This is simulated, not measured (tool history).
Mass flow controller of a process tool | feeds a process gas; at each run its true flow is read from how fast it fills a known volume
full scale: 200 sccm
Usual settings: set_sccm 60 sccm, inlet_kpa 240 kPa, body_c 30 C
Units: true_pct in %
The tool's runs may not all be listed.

{"run": 1, "hour": 0.0, "set_sccm": 60, "inlet_kpa": 240, "body_c": 30, "true_pct": 101.45}
{"run": 2, "hour": 399.4, "set_sccm": 60, "inlet_kpa": 240, "body_c": 30, "true_pct": 101.62}
{"run": 3, "hour": 597.6, "set_sccm": 60, "inlet_kpa": 240, "body_c": 30, "true_pct": 101.75}
{"run": 4, "hour": 960.2, "set_sccm": 60, "inlet_kpa": 240, "body_c": 30, "true_pct": 101.92}
{"run": 5, "hour": 1328.7, "set_sccm": 24, "inlet_kpa": 240, "body_c": 30, "true_pct": 104.71}
{"run": 6, "hour": 1535.1, "set_sccm": 24, "inlet_kpa": 240, "body_c": 30, "true_pct": 104.87}
{"run": 7, "hour": 1808.2, "set_sccm": 24, "inlet_kpa": 240, "body_c": 30, "true_pct": 105.23}
{"run": 8, "hour": 2056.5, "set_sccm": 24, "inlet_kpa": 240, "body_c": 30, "true_pct": 105.61}
{"run": 9, "hour": 2255.5, "set_sccm": 60, "inlet_kpa": 240, "body_c": 30, "true_pct": 102.71}
{"run": 10, "hour": 2642.8, "set_sccm": 60, "inlet_kpa": 240, "body_c": 30, "true_pct": 102.94}
{"run": 11, "hour": 2907.9, "set_sccm": 60, "inlet_kpa": 240, "body_c": 30, "true_pct": 102.98}
{"run": 12, "hour": 3258.9, "set_sccm": 60, "inlet_kpa": 240, "body_c": 30, "true_pct": 103.25}
{"run": 13, "hour": 3672.8, "set_sccm": 60, "inlet_kpa": 240, "body_c": 30, "true_pct": 103.5}
{"run": 14, "hour": 3924.8, "set_sccm": 60, "inlet_kpa": 240, "body_c": 30, "true_pct": 103.66}
{"run": 15, "hour": 4118.0, "set_sccm": 60, "inlet_kpa": 240, "body_c": 30, "true_pct": 103.75}
{"hour": 4193.4, "done": "controller's zero set anew"}
{"run": 16, "hour": 4327.0, "set_sccm": 60, "inlet_kpa": 242, "body_c": 30, "true_pct": 101.03}
{"run": 17, "hour": 4545.8, "set_sccm": 26, "inlet_kpa": 240, "body_c": 30, "true_pct": 101.41}
{"run": 18, "hour": 4848.1, "set_sccm": 32, "inlet_kpa": 238, "body_c": 30, "true_pct": 101.5}
{"run": 19, "hour": 5082.9, "set_sccm": 60, "inlet_kpa": 217, "body_c": 36, "true_pct": 101.35}
{"run": 20, "hour": 5393.0, "set_sccm": 139, "inlet_kpa": 261, "body_c": 20, "true_pct": 101.73}
{"hour": 5583.4, "done": "controller exchanged for a calibrated one"}
{"run": 21, "hour": 5811.9, "set_sccm": 91, "inlet_kpa": 240, "body_c": 22, "true_pct": 99.46}
{"run": 22, "hour": 6179.5, "set_sccm": 76, "inlet_kpa": 176, "body_c": 22, "true_pct": 99.72}
{"run": 23, "hour": 6514.9, "set_sccm": 115, "inlet_kpa": 253, "body_c": 30, "true_pct": 99.64}
{"run": 24, "hour": 6917.8, "set_sccm": 28, "inlet_kpa": 162, "body_c": 30, "true_pct": 100.47}
{"run": 25, "hour": 7203.2, "set_sccm": 28, "inlet_kpa": 149, "body_c": 20, "true_pct": 101.08}
{"run": 26, "hour": 7404.2, "set_sccm": 28, "inlet_kpa": 149, "body_c": 20, "true_pct": 101.37}
{"run": 27, "hour": 7749.9, "set_sccm": 28, "inlet_kpa": 149, "body_c": 34, "true_pct": 101.27}
{"run": 28, "hour": 8134.3, "set_sccm": 50, "inlet_kpa": 220, "body_c": 30, "true_pct": 100.72}
{"run": 29, "hour": 8357.2, "set_sccm": 74, "inlet_kpa": 220, "body_c": 31, "true_pct": 100.55}
{"run": 30, "hour": 8555.7, "set_sccm": 141, "inlet_kpa": 256, "body_c": 39, "true_pct": 100.09}
{"run": 31, "hour": 8810.4, "set_sccm": 141, "inlet_kpa": 256, "body_c": 39, "true_pct": 100.22}
{"run": 32, "hour": 8991.2, "set_sccm": 141, "inlet_kpa": 256, "body_c": 39, "true_pct": 100.26}
{"run": 33, "hour": 9338.3, "set_sccm": 60, "inlet_kpa": 155, "body_c": 23, "true_pct": 101.54}

Forecast each of these 4 alternatives for the next run:
{"run": "A", "hour": 9730.9, "set_sccm": 31, "inlet_kpa": 157, "body_c": 28, "true_pct": "?"}
{"run": "B", "hour": 9730.9, "set_sccm": 87, "inlet_kpa": 240, "body_c": 22, "true_pct": "?"}
{"run": "C", "hour": 9730.9, "set_sccm": 60, "inlet_kpa": 155, "body_c": 31, "true_pct": "?"}
{"run": "D", "hour": 9730.9, "set_sccm": 60, "inlet_kpa": 258, "body_c": 23, "true_pct": "?"}

run=A true_pct=102.98
run=B true_pct=101.03
run=C true_pct=101.72
run=D true_pct=101.51
Without the tool's hidden state the same runs would have given:
run=A true_pct=99.41
run=B true_pct=99.37
run=C true_pct=99.58
run=D true_pct=99.38
